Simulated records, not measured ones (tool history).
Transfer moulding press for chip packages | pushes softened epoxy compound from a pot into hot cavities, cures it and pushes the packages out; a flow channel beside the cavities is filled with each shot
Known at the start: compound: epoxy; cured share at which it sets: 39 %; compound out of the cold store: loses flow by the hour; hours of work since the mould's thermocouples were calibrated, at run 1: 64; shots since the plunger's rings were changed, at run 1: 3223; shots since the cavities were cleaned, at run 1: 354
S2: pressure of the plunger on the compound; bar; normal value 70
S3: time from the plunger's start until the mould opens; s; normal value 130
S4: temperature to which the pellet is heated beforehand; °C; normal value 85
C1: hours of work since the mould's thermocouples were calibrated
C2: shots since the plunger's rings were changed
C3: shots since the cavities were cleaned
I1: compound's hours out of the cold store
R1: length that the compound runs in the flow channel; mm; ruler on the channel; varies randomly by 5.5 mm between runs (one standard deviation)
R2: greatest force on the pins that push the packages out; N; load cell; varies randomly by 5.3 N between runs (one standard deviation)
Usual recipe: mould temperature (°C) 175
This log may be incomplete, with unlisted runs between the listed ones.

Run 1, hour 0: usual settings; C1 64; C2 3223; C3 354; I1 45.3. Result: R1 880 mm, R2 172 N.
At hour 5.2: plunger's sealing rings changed.
Run 2, hour 11.7: usual settings; C1 69; C2 49; C3 422; I1 14.2. Result: R1 946 mm, R2 175 N.
Run 3, hour 19.7: usual settings but S3 119 s; C1 73; C2 108; C3 481; I1 11.1. Result: R1 948 mm, R2 201 N.
Run 4, hour 27.4: usual settings but mould temperature (°C) 170, S3 119 s; C1 77; C2 165; C3 538; I1 41.2. Result: R1 904 mm, R2 236 N.
Run 5, hour 40.2: usual settings but mould temperature (°C) 170, S3 119 s; C1 84; C2 259; C3 632; I1 47. Result: R1 885 mm, R2 226 N.
At hour 45.3: cavities cleaned with cleaning compound and waxed.
Run 6, hour 54.2: usual settings but mould temperature (°C) 170, S3 114 s; C1 91; C2 351; C3 65; I1 46.7. Result: R1 896 mm, R2 241 N.
Run 7, hour 62.9: usual settings but S4 94 °C; C1 96; C2 416; C3 130; I1 29.6. Result: R1 905 mm, R2 165 N.
Run 8, hour 74: usual settings but S4 94 °C; C1 102; C2 498; C3 212; I1 10.5. Result: R1 945 mm, R2 173 N.
Run 9, hour 83.7: usual settings but S4 94 °C; C1 107; C2 570; C3 284; I1 11.5. Result: R1 941 mm, R2 173 N.
Run 10, hour 96.7: usual settings but S2 87.6 bar; C1 114; C2 665; C3 379; I1 20.9. Result: R1 1024 mm, R2 180 N.
Run 11, hour 104.6: usual settings but S2 87.6 bar; C1 119; C2 724; C3 438; I1 11.6. Result: R1 1057 mm, R2 170 N.
Run 12, hour 119.6: usual settings but S3 125 s; C1 127; C2 834; C3 548; I1 33.7. Result: R1 897 mm, R2 177 N.
Run 13, hour 130.8: usual settings but S3 125 s; C1 133; C2 917; C3 631; I1 42.5. Result: R1 867 mm, R2 181 N.
At hour 136.1: cavities cleaned with cleaning compound and waxed.
Run 14, hour 142.5: usual settings but S3 125 s; C1 139; C2 993; C3 47; I1 15.1. Result: R1 944 mm, R2 181 N.
Run 15, hour 156.3: usual settings but mould temperature (°C) 178, S2 69.3 bar, S3 134 s, S4 79 °C; C1 146; C2 1094; C3 148; I1 8.1. Result: R1 940 mm, R2 169 N.
Run 16, hour 172.8: usual settings but mould temperature (°C) 178, S2 69.3 bar, S3 134 s, S4 79 °C; C1 155; C2 1216; C3 270; I1 44. Result: R1 863 mm, R2 158 N.
Run 17, hour 180.2: usual settings but mould temperature (°C) 182, S2 64 bar, S3 150 s, S4 94 °C; C1 159; C2 1271; C3 325; I1 40.7. Result: R1 814 mm, R2 163 N.
Run 18, hour 194: usual settings but mould temperature (°C) 182, S2 64 bar, S3 150 s, S4 94 °C; C1 167; C2 1373; C3 427; I1 36.3. Result: R1 818 mm, R2 165 N.
Run 19, hour 202.9: usual settings but mould temperature (°C) 176, S2 77.5 bar; C1 172; C2 1439; C3 493; I1 22.5. Result: R1 963 mm, R2 175 N.
Run 20, hour 210.9: usual settings but mould temperature (°C) 176, S2 77.5 bar; C1 176; C2 1498; C3 552; I1 29. Result: R1 939 mm, R2 171 N.
Run 21, hour 224.4: usual settings but mould temperature (°C) 176, S2 81.4 bar; C1 183; C2 1597; C3 651; I1 40.2. Result: R1 942 mm, R2 170 N.
At hour 227: cavities cleaned with cleaning compound and waxed.
Run 22, hour 239.3: usual settings but S2 55.8 bar, S4 87 °C; C1 191; C2 1696; C3 91; I1 42.3. Result: R1 778 mm, R2 175 N.
Run 23, hour 255.9: usual settings but mould temperature (°C) 168, S2 61.4 bar, S3 119 s, S4 87 °C; C1 200; C2 1819; C3 214; I1 36.7. Result: R1 870 mm, R2 272 N.
Run 24, hour 274.3: usual settings but mould temperature (°C) 168, S2 61.4 bar, S3 119 s, S4 87 °C; C1 210; C2 1955; C3 350; I1 17.6. Result: R1 905 mm, R2 292 N.
Run 25, hour 283.7: usual settings but mould temperature (°C) 168, S2 61.4 bar, S3 119 s, S4 87 °C; C1 215; C2 2024; C3 419; I1 36.5. Result: R1 869 mm, R2 268 N.
Run 26, hour 300.1: usual settings but mould temperature (°C) 168, S2 61.4 bar, S3 119 s, S4 87 °C; C1 224; C2 2145; C3 540; I1 24.6. Result: R1 895 mm, R2 270 N.
At hour 317.5: cavities cleaned with cleaning compound and waxed.
Run 27, hour 317.5: usual settings but mould temperature (°C) 179, S2 80.8 bar, S3 128 s, S4 90 °C; C1 233; C2 2263; C3 0; I1 26.9. Result: R1 959 mm, R2 169 N.
Run 28, hour 328.6: usual settings but mould temperature (°C) 168, S2 72.7 bar, S3 168 s, S4 92 °C; C1 239; C2 2345; C3 82; I1 25.7. Result: R1 969 mm, R2 168 N.

Here are 3 independent what-if runs from the current tool condition. What would each one return?
Run A, hour 340.1: usual settings but mould temperature (°C) 173, S2 72.7 bar, S3 133 s, S4 81 °C; C1 245; C2 2430; C3 167; I1 18.6. Result: R1 ?, R2 ?.
Run B, hour 340.1: usual settings but mould temperature (°C) 168, S2 72.7 bar, S3 145 s, S4 92 °C; C1 245; C2 2430; C3 167; I1 14.5. Result: R1 ?, R2 ?.
Run C, hour 340.1: usual settings but mould temperature (°C) 173, S2 72.7 bar, S3 168 s, S4 92 °C; C1 245; C2 2430; C3 167; I1 34.8. Result: R1 ?, R2 ?.

run   R1   R2
  A  962  177
  B  982  201
  C  920  158
With no hidden state in the tool, these same runs would have given:
run   R1   R2
  A  963  175
  B  983  200
  C  921  157

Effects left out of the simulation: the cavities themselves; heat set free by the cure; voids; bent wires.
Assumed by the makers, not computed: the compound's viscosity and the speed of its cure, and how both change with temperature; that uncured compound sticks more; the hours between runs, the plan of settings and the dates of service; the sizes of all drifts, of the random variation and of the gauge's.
